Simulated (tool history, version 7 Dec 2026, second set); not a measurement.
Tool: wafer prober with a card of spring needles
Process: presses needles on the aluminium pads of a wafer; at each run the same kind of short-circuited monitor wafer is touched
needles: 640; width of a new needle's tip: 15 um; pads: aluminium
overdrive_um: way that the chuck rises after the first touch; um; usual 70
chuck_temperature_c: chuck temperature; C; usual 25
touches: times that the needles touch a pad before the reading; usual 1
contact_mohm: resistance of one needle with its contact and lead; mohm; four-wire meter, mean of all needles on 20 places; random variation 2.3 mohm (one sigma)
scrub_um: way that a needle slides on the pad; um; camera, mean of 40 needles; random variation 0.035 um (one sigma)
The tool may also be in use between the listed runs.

run 1 day=0 | overdrive_um=70 chuck_temperature_c=25 touches=1 | contact_mohm=266 scrub_um=8.96
-- day=0.146 tips cleaned on abrasive film
-- day=0.367 tips cleaned on abrasive film
-- day=0.583 tips cleaned on abrasive film
run 2 day=0.621 | overdrive_um=70 chuck_temperature_c=25 touches=1 | contact_mohm=257 scrub_um=8.92
-- day=0.804 tips cleaned on abrasive film
-- day=1.021 tips cleaned on abrasive film
-- day=1.238 tips cleaned on abrasive film
run 3 day=1.404 | overdrive_um=70 chuck_temperature_c=25 touches=1 | contact_mohm=282 scrub_um=8.81
-- day=1.458 tips cleaned on abrasive film
-- day=1.646 tips cleaned on abrasive film
-- day=1.858 tips cleaned on abrasive film
run 4 day=1.979 | overdrive_um=70 chuck_temperature_c=25 touches=1 | contact_mohm=279 scrub_um=8.81
-- day=2.079 tips cleaned on abrasive film
-- day=2.296 tips cleaned on abrasive film
-- day=2.533 tips cleaned on abrasive film
-- day=2.746 tips cleaned on abrasive film
run 5 day=2.746 | overdrive_um=70 chuck_temperature_c=112 touches=1 | contact_mohm=276 scrub_um=8.81
-- day=2.971 tips cleaned on abrasive film
-- day=3.162 tips cleaned on abrasive film
-- day=3.379 tips cleaned on abrasive film
run 6 day=3.538 | overdrive_um=56 chuck_temperature_c=25 touches=1 | contact_mohm=296 scrub_um=7
-- day=3.588 tips cleaned on abrasive film
-- day=3.817 tips cleaned on abrasive film
run 7 day=3.912 | overdrive_um=56 chuck_temperature_c=25 touches=1 | contact_mohm=290 scrub_um=6.95
-- day=4.008 tips cleaned on abrasive film
-- day=4.229 tips cleaned on abrasive film
run 8 day=4.317 | overdrive_um=70 chuck_temperature_c=25 touches=3 | contact_mohm=258 scrub_um=8.76
-- day=4.458 tips cleaned on abrasive film
-- day=4.675 tips cleaned on abrasive film
run 9 day=4.821 | overdrive_um=64 chuck_temperature_c=108 touches=1 | contact_mohm=305 scrub_um=7.93
-- day=4.871 tips cleaned on abrasive film
-- day=4.975 height of the first contact set anew
-- day=5.071 tips cleaned on abrasive film
-- day=5.296 tips cleaned on abrasive film
-- day=5.521 tips cleaned on abrasive film
run 10 day=5.625 | overdrive_um=88 chuck_temperature_c=108 touches=2 | contact_mohm=286 scrub_um=10.76
-- day=5.721 tips cleaned on abrasive film
-- day=5.95 tips cleaned on abrasive film
run 11 day=6.046 | overdrive_um=54 chuck_temperature_c=94 touches=3 | contact_mohm=289 scrub_um=6.32
-- day=6.142 tips cleaned on abrasive film
-- day=6.233 height of the first contact set anew, once more
-- day=6.358 tips cleaned on abrasive film
-- day=6.55 tips cleaned on abrasive film
run 12 day=6.667 | overdrive_um=70 chuck_temperature_c=25 touches=1 | contact_mohm=282 scrub_um=9.1
-- day=6.754 tips cleaned on abrasive film
-- day=6.983 tips cleaned on abrasive film
-- day=7.188 tips cleaned on abrasive film
run 13 day=7.342 | overdrive_um=53 chuck_temperature_c=74 touches=2 | contact_mohm=296 scrub_um=6.8
-- day=7.392 tips cleaned on abrasive film
-- day=7.625 tips cleaned on abrasive film
run 14 day=7.679 | overdrive_um=85 chuck_temperature_c=28 touches=1 | contact_mohm=258 scrub_um=10.93
-- day=7.854 tips cleaned on abrasive film
-- day=8.075 tips cleaned on abrasive film
run 15 day=8.133 | overdrive_um=85 chuck_temperature_c=28 touches=1 | contact_mohm=266 scrub_um=10.89

Forecast each of these 5 alternatives for the next run:
-- day=8.267 tips cleaned on abrasive film
-- day=8.5 tips cleaned on abrasive film
-- day=8.692 tips cleaned on abrasive film
run A day=8.821 | overdrive_um=85 chuck_temperature_c=121 touches=1 | contact_mohm=? scrub_um=?
-- day=8.267 tips cleaned on abrasive film
-- day=8.5 tips cleaned on abrasive film
-- day=8.692 tips cleaned on abrasive film
run B day=8.821 | overdrive_um=90 chuck_temperature_c=41 touches=1 | contact_mohm=? scrub_um=?
-- day=8.267 tips cleaned on abrasive film
-- day=8.5 tips cleaned on abrasive film
-- day=8.692 tips cleaned on abrasive film
run C day=8.821 | overdrive_um=70 chuck_temperature_c=59 touches=2 | contact_mohm=? scrub_um=?
-- day=8.267 tips cleaned on abrasive film
-- day=8.5 tips cleaned on abrasive film
-- day=8.692 tips cleaned on abrasive film
run D day=8.821 | overdrive_um=70 chuck_temperature_c=25 touches=3 | contact_mohm=? scrub_um=?
-- day=8.267 tips cleaned on abrasive film
-- day=8.5 tips cleaned on abrasive film
-- day=8.692 tips cleaned on abrasive film
run E day=8.821 | overdrive_um=51 chuck_temperature_c=26 touches=2 | contact_mohm=? scrub_um=?

run=A contact_mohm=298 scrub_um=10.91
run=B contact_mohm=277 scrub_um=11.55
run=C contact_mohm=278 scrub_um=8.96
run=D contact_mohm=266 scrub_um=9.01
run=E contact_mohm=287 scrub_um=6.47
Without the tool's hidden state the same runs would have given:
run=A contact_mohm=279 scrub_um=11.03
run=B contact_mohm=257 scrub_um=11.67
run=C contact_mohm=261 scrub_um=9.08
run=D contact_mohm=255 scrub_um=9.13
run=E contact_mohm=257 scrub_um=6.59

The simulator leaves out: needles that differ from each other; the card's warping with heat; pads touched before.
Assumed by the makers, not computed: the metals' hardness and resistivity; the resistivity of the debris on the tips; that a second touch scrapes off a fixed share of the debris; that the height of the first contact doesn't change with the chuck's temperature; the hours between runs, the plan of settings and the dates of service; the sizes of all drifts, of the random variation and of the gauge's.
